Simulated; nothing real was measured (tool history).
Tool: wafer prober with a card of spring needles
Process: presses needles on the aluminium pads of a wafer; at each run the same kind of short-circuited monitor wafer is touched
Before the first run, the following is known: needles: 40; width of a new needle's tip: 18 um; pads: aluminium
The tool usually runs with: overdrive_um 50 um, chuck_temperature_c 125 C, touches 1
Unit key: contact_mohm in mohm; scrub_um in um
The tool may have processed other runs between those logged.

run 1 hour=0 | overdrive_um=50 chuck_temperature_c=125 touches=1 | contact_mohm=265 scrub_um=6.34
-- hour=39.1 tips cleaned on abrasive film
run 2 hour=80.6 | overdrive_um=50 chuck_temperature_c=125 touches=1 | contact_mohm=371 scrub_um=6.29
-- hour=87.1 tips cleaned on abrasive film
-- hour=134.4 tips cleaned on abrasive film
run 3 hour=134.4 | overdrive_um=50 chuck_temperature_c=125 touches=1 | contact_mohm=251 scrub_um=6.3
-- hour=181.9 tips cleaned on abrasive film
run 4 hour=200.5 | overdrive_um=50 chuck_temperature_c=125 touches=1 | contact_mohm=316 scrub_um=6.28
-- hour=231.4 tips cleaned on abrasive film
run 5 hour=270.5 | overdrive_um=50 chuck_temperature_c=125 touches=1 | contact_mohm=345 scrub_um=6.29
-- hour=281.5 tips cleaned on abrasive film
-- hour=330 tips cleaned on abrasive film
run 6 hour=338.6 | overdrive_um=50 chuck_temperature_c=125 touches=1 | contact_mohm=287 scrub_um=6.3
-- hour=371.6 tips cleaned on abrasive film, once more
run 7 hour=387 | overdrive_um=50 chuck_temperature_c=125 touches=3 | contact_mohm=268 scrub_um=6.27
-- hour=418.5 tips cleaned on abrasive film
-- hour=467.5 tips cleaned on abrasive film
run 8 hour=469 | overdrive_um=50 chuck_temperature_c=125 touches=1 | contact_mohm=255 scrub_um=6.2
-- hour=516.2 tips cleaned on abrasive film
run 9 hour=536.7 | overdrive_um=50 chuck_temperature_c=125 touches=1 | contact_mohm=323 scrub_um=6.19
-- hour=565.9 tips cleaned on abrasive film
run 10 hour=600.8 | overdrive_um=50 chuck_temperature_c=62 touches=1 | contact_mohm=345 scrub_um=6.22
-- hour=614 tips cleaned on abrasive film
-- hour=661 tips cleaned on abrasive film
run 11 hour=670.4 | overdrive_um=61 chuck_temperature_c=125 touches=1 | contact_mohm=269 scrub_um=7.56
-- hour=706.6 tips cleaned on abrasive film
-- hour=752.1 tips cleaned on abrasive film
run 12 hour=754.3 | overdrive_um=50 chuck_temperature_c=125 touches=1 | contact_mohm=266 scrub_um=6.1
-- hour=803.4 tips cleaned on abrasive film
run 13 hour=827.3 | overdrive_um=50 chuck_temperature_c=125 touches=3 | contact_mohm=273 scrub_um=6.14
-- hour=850.9 tips cleaned on abrasive film
run 14 hour=894.4 | overdrive_um=50 chuck_temperature_c=60 touches=1 | contact_mohm=359 scrub_um=6.13
-- hour=898.2 tips cleaned on abrasive film
run 15 hour=935.8 | overdrive_um=50 chuck_temperature_c=95 touches=1 | contact_mohm=357 scrub_um=6.11
-- hour=949.3 tips cleaned on abrasive film
-- hour=985.9 height of the first contact set anew
run 16 hour=985.9 | overdrive_um=58 chuck_temperature_c=125 touches=1 | contact_mohm=315 scrub_um=7.34
-- hour=997.5 tips cleaned on abrasive film
-- hour=1046.1 tips cleaned on abrasive film
run 17 hour=1061.5 | overdrive_um=40 chuck_temperature_c=71 touches=2 | contact_mohm=305 scrub_um=5.05
-- hour=1092.1 tips cleaned on abrasive film
run 18 hour=1117.2 | overdrive_um=40 chuck_temperature_c=71 touches=2 | contact_mohm=322 scrub_um=5.07
-- hour=1141 tips cleaned on abrasive film
-- hour=1187 tips cleaned on abrasive film
run 19 hour=1197.1 | overdrive_um=40 chuck_temperature_c=71 touches=2 | contact_mohm=286 scrub_um=5
-- hour=1233.2 tips cleaned on abrasive film
run 20 hour=1269.1 | overdrive_um=34 chuck_temperature_c=27 touches=2 | contact_mohm=393 scrub_um=4.24
-- hour=1281.3 tips cleaned on abrasive film
run 21 hour=1325.3 | overdrive_um=37 chuck_temperature_c=44 touches=1 | contact_mohm=472 scrub_um=4.64
-- hour=1332.9 tips cleaned on abrasive film
run 22 hour=1362.9 | overdrive_um=37 chuck_temperature_c=44 touches=1 | contact_mohm=441 scrub_um=4.63
-- hour=1384.7 tips cleaned on abrasive film
run 23 hour=1408.1 | overdrive_um=51 chuck_temperature_c=33 touches=1 | contact_mohm=315 scrub_um=6.38
-- hour=1434.7 tips cleaned on abrasive film
run 24 hour=1450.8 | overdrive_um=51 chuck_temperature_c=33 touches=1 | contact_mohm=302 scrub_um=6.35
-- hour=1481.3 tips cleaned on abrasive film
run 25 hour=1508 | overdrive_um=68 chuck_temperature_c=36 touches=1 | contact_mohm=270 scrub_um=8.51
-- hour=1526.9 tips cleaned on abrasive film
run 26 hour=1554.6 | overdrive_um=68 chuck_temperature_c=36 touches=1 | contact_mohm=275 scrub_um=8.51
-- hour=1577.5 tips cleaned on abrasive film
run 27 hour=1609.9 | overdrive_um=68 chuck_temperature_c=36 touches=1 | contact_mohm=279 scrub_um=8.46
-- hour=1623.3 tips cleaned on abrasive film
-- hour=1670 tips cleaned on abrasive film
run 28 hour=1682.8 | overdrive_um=31 chuck_temperature_c=118 touches=3 | contact_mohm=328 scrub_um=3.75
-- hour=1718.8 tips cleaned on abrasive film
run 29 hour=1747.3 | overdrive_um=39 chuck_temperature_c=30 touches=1 | contact_mohm=427 scrub_um=4.76
-- hour=1765.3 tips cleaned on abrasive film
-- hour=1813.6 tips cleaned on abrasive film
run 30 hour=1814.5 | overdrive_um=39 chuck_temperature_c=30 touches=1 | contact_mohm=262 scrub_um=4.71
-- hour=1865.2 tips cleaned on abrasive film
run 31 hour=1879.9 | overdrive_um=50 chuck_temperature_c=68 touches=1 | contact_mohm=315 scrub_um=6.11

Here are 3 independent what-if runs from the current tool condition. What would each one return?
-- hour=1913 tips cleaned on abrasive film
run A hour=1952.2 | overdrive_um=48 chuck_temperature_c=34 touches=1 | contact_mohm=? scrub_um=?
-- hour=1913 tips cleaned on abrasive film
run B hour=1952.2 | overdrive_um=67 chuck_temperature_c=46 touches=2 | contact_mohm=? scrub_um=?
-- hour=1913 tips cleaned on abrasive film
run C hour=1952.2 | overdrive_um=58 chuck_temperature_c=110 touches=1 | contact_mohm=? scrub_um=?

run=A contact_mohm=368 scrub_um=5.86
run=B contact_mohm=255 scrub_um=8.28
run=C contact_mohm=328 scrub_um=7.16
Without the tool's hidden state the same runs would have given:
run=A contact_mohm=209 scrub_um=6.1
run=B contact_mohm=204 scrub_um=8.52
run=C contact_mohm=227 scrub_um=7.39
